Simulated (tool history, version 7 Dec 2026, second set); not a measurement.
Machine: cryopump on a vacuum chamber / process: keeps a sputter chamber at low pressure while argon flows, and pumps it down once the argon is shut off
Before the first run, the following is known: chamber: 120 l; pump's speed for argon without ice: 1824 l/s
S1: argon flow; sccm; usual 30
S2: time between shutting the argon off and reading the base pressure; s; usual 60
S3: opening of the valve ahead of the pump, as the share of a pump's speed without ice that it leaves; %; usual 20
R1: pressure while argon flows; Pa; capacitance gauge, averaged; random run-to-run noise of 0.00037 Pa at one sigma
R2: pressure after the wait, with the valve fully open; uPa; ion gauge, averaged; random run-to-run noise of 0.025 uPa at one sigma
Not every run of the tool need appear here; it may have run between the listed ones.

run    hour  S1   S2  S3      R1    R2
  1       0  30   60  20  0.1397  1.28
  2    45.2  30  258  20  0.1394  0.67
  3    79.5  30  150  20  0.1402   0.8
  4     108  30   60  24  0.1168   1.4
  5   156.4  30   60  24  0.1172  1.43
  6     199  30   60  24   0.117  1.38
  7   230.5  30   60  20  0.1405  1.39
  8   266.2  30   60  20  0.1404  1.48
  9   302.6  30   60  20  0.1413  1.49
 10   325.7  30   60  20  0.1412  1.44
 11   376.2  23   60  20  0.1083  1.54
 12   405.3  15   60  20  0.0707   1.5
 13   446.1  56   60  20  0.2648  1.54
 14   482.3  56   60  20  0.2652  1.59
 15   534.8  56   60  20  0.2647   1.6
 16   565.1  30   60  60  0.0495  1.62
 17   606.2  30   60  20  0.1425  1.62
 18   633.2  30   60  20  0.1428  1.65
 19   659.2  21   25  31  0.0655   2.9
 20     689  21   25  31  0.0652  2.89
 21     727  30   48  20  0.1435     2
 22   761.6  21   35  20  0.1006  2.34
 23     808  13  244  31  0.0406  1.12
 24   835.4  30   83  20  0.1432  1.54
 25   865.7  33   83  20  0.1581  1.57
 26   917.5  33   83  20  0.1582  1.62
 27   949.4  33  199  17   0.187  1.28
 28   987.1  19   44  20  0.0915  2.21
 29  1040.2  30   60  47  0.0592  1.76
 30  1072.6  30   60  19  0.1467   1.8
 31  1103.1  29   60  32  0.0847  1.77
 32  1140.3  29   60  32  0.0849  1.83
 33  1186.5  30  297  22  0.1272  1.13
 34  1223.5  30   27  24  0.1172  2.97

Between the runs listed above, the log contained 1 entry, not reproduced here. Where in the sequence does each belong, and how does what the log doesn't record of the tool's condition differ from the listed run before to the listed run after?
In the gap between runs 28 and 29: pump warmed up, emptied and cooled again (hour 1025.4)
  pump's speed, % of a pump's without ice: 84.5 -> 99.5; cold plate's temperature, K: 12.57 -> 12.58; leak into the chamber, uPa l/s: 1598 -> 1639
  what was measured, less what the result would be without the hidden state, R1: +0.0035 -> +0.0005 Pa; R2: +0.89 -> +0.75 uPa
